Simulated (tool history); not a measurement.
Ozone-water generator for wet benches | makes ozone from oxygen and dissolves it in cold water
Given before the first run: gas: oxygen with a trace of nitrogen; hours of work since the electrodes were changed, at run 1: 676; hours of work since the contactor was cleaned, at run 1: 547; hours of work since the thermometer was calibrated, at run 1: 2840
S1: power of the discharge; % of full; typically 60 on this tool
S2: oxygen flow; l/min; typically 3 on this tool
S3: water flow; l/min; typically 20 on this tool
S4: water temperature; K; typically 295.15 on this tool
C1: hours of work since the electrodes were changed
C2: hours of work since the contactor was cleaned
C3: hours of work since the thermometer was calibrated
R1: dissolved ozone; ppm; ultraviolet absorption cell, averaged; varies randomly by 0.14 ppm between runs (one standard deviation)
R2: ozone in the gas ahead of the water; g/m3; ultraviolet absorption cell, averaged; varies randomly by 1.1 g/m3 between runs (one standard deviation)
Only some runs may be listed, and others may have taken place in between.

{"run": 1, "day": 0.0, "S1": 60, "S2": 3, "S3": 20, "S4": 295.15, "C1": 676, "C2": 547, "C3": 2840, "R1": 15.4, "R2": 186.7}
{"run": 2, "day": 2.946, "S1": 60, "S2": 3, "S3": 20, "S4": 295.15, "C1": 731, "C2": 601, "C3": 2895, "R1": 15.2, "R2": 185.7}
{"run": 3, "day": 6.008, "S1": 60, "S2": 3, "S3": 20, "S4": 295.15, "C1": 787, "C2": 658, "C3": 2951, "R1": 15.3, "R2": 185.9}
{"run": 4, "day": 10.062, "S1": 60, "S2": 3, "S3": 20, "S4": 295.15, "C1": 862, "C2": 732, "C3": 3026, "R1": 15.1, "R2": 184.7}
{"run": 5, "day": 12.721, "S1": 60, "S2": 3, "S3": 20, "S4": 295.15, "C1": 911, "C2": 781, "C3": 3075, "R1": 15.2, "R2": 182.7}
{"day": 13.217, "done": "contactor cleaned"}
{"run": 6, "day": 16.946, "S1": 60, "S2": 3, "S3": 20, "S4": 295.15, "C1": 986, "C2": 69, "C3": 3149, "R1": 15, "R2": 183.2}
{"run": 7, "day": 19.171, "S1": 60, "S2": 3, "S3": 20, "S4": 295.15, "C1": 1027, "C2": 110, "C3": 3190, "R1": 14.8, "R2": 182.2}
{"day": 20.475, "done": "contactor cleaned, once more"}
{"run": 8, "day": 23.817, "S1": 60, "S2": 3, "S3": 20, "S4": 295.15, "C1": 1109, "C2": 62, "C3": 3273, "R1": 15, "R2": 181.9}
{"run": 9, "day": 27.388, "S1": 60, "S2": 3, "S3": 20, "S4": 295.15, "C1": 1175, "C2": 127, "C3": 3339, "R1": 14.6, "R2": 180.2}
{"run": 10, "day": 30.633, "S1": 60, "S2": 3, "S3": 25, "S4": 295.15, "C1": 1235, "C2": 187, "C3": 3399, "R1": 12, "R2": 180.8}
{"run": 11, "day": 33.292, "S1": 60, "S2": 3, "S3": 31, "S4": 295.15, "C1": 1284, "C2": 236, "C3": 3447, "R1": 9.7, "R2": 181.1}
{"run": 12, "day": 37.658, "S1": 60, "S2": 3, "S3": 31, "S4": 295.15, "C1": 1364, "C2": 317, "C3": 3528, "R1": 9.6, "R2": 180.7}
{"run": 13, "day": 41.583, "S1": 56, "S2": 3, "S3": 30, "S4": 295.15, "C1": 1436, "C2": 389, "C3": 3600, "R1": 9.3, "R2": 170.6}
{"run": 14, "day": 44.004, "S1": 99, "S2": 3, "S3": 30, "S4": 295.15, "C1": 1481, "C2": 433, "C3": 3645, "R1": 13.9, "R2": 256.7}

Run 15 is up next; what results do you expect?
{"run": 15, "day": 48.571, "S1": 41, "S2": 3.15, "S3": 30, "S4": 295.15, "C1": 1565, "C2": 518, "C3": 3729, "R1": "?", "R2": "?"}

R1: 7.4 ppm
R2: 132.1 g/m3
Were there no unlogged condition in the tool, this run, its random variation unchanged, would have produced R1 8 ppm, R2 139.6 g/m3.

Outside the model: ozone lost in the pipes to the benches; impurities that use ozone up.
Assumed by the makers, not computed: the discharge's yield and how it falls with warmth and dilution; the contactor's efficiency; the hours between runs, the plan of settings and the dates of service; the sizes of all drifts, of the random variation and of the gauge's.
